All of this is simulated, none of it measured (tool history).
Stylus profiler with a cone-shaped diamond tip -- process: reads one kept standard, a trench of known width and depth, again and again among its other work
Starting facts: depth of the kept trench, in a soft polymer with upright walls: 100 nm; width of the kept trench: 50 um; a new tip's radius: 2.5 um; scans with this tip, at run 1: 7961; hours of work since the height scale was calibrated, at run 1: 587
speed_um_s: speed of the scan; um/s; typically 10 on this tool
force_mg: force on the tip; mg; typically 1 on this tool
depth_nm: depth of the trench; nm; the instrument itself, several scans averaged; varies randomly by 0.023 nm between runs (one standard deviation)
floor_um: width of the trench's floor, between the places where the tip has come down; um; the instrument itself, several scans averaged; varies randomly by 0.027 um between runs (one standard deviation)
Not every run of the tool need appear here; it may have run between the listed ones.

| run | hour | speed_um_s | force_mg | scans with this tip | hours of work since the height scale was calibrated | depth_nm | floor_um |
|---|---|---|---|---|---|---|---|
| 1 | 0 | 10 | 1 | 7961 | 587 | 100.61 | 48.58 |
| 2 | 102.8 | 10 | 1 | 8215 | 640 | 100.59 | 48.52 |
|  | 174.7 | new tip fitted, height scale calibrated |
| 3 | 206.3 | 10 | 1 | 78 | 16 | 100.59 | 48.56 |
| 4 | 304.3 | 10 | 1.86 | 320 | 67 | 100.93 | 48.56 |
| 5 | 411.4 | 10 | 1.86 | 585 | 122 | 100.88 | 48.57 |
| 6 | 494.2 | 8 | 1.86 | 790 | 164 | 100.88 | 48.57 |
| 7 | 578.8 | 8 | 1.86 | 1000 | 208 | 100.92 | 48.57 |
| 8 | 690 | 8 | 1.86 | 1275 | 265 | 100.9 | 48.59 |
| 9 | 765.2 | 8 | 1.86 | 1461 | 304 | 100.92 | 48.53 |
| 10 | 857 | 8 | 1.86 | 1688 | 351 | 100.89 | 48.58 |
| 11 | 944.4 | 8 | 1.86 | 1905 | 396 | 100.89 | 48.57 |
| 12 | 998.4 | 8 | 1.86 | 2038 | 424 | 100.87 | 48.55 |
| 13 | 1107.6 | 5 | 1.34 | 2309 | 480 | 100.7 | 48.58 |
| 14 | 1168.1 | 7 | 1.57 | 2459 | 511 | 100.82 | 48.56 |
| 15 | 1257.4 | 3 | 0.64 | 2680 | 557 | 100.43 | 48.55 |
| 16 | 1307.2 | 11 | 0.35 | 2803 | 582 | 100.31 | 48.46 |
| 17 | 1396.4 | 11 | 0.35 | 3024 | 628 | 100.29 | 48.48 |
| 18 | 1476 | 11 | 1 | 3221 | 669 | 100.63 | 48.53 |
| 19 | 1529.1 | 5 | 3 | 3352 | 697 | 101.27 | 48.6 |
| 20 | 1603.2 | 10 | 2 | 3536 | 735 | 100.92 | 48.57 |
| 21 | 1704.5 | 10 | 2 | 3786 | 787 | 100.95 | 48.5 |
| 22 | 1772 | 28 | 0.47 | 3954 | 821 | 100.4 | 48.37 |
| 23 | 1864.4 | 30 | 1.74 | 4182 | 869 | 100.91 | 48.51 |

5 ways to go on from here, each from the tool as it stands after run 23. What would each give?
| A | 1958.2 | 2 | 2.21 | 4415 | 917 | ? | ? |
| B | 1958.2 | 19 | 1.74 | 4415 | 917 | ? | ? |
| C | 1958.2 | 8 | 0.69 | 4415 | 917 | ? | ? |
| D | 1958.2 | 4 | 1.74 | 4415 | 917 | ? | ? |
| E | 1958.2 | 5 | 2.27 | 4415 | 917 | ? | ? |

| run | depth_nm | floor_um |
|---|---|---|
| A | 100.97 | 48.6 |
| B | 100.86 | 48.51 |
| C | 100.46 | 48.49 |
| D | 100.85 | 48.53 |
| E | 101.02 | 48.56 |
Had the tool no hidden state, the same runs would have come out as:
| run | depth_nm | floor_um |
|---|---|---|
| A | 100.98 | 48.61 |
| B | 100.87 | 48.52 |
| C | 100.48 | 48.5 |
| D | 100.86 | 48.54 |
| E | 101.03 | 48.57 |
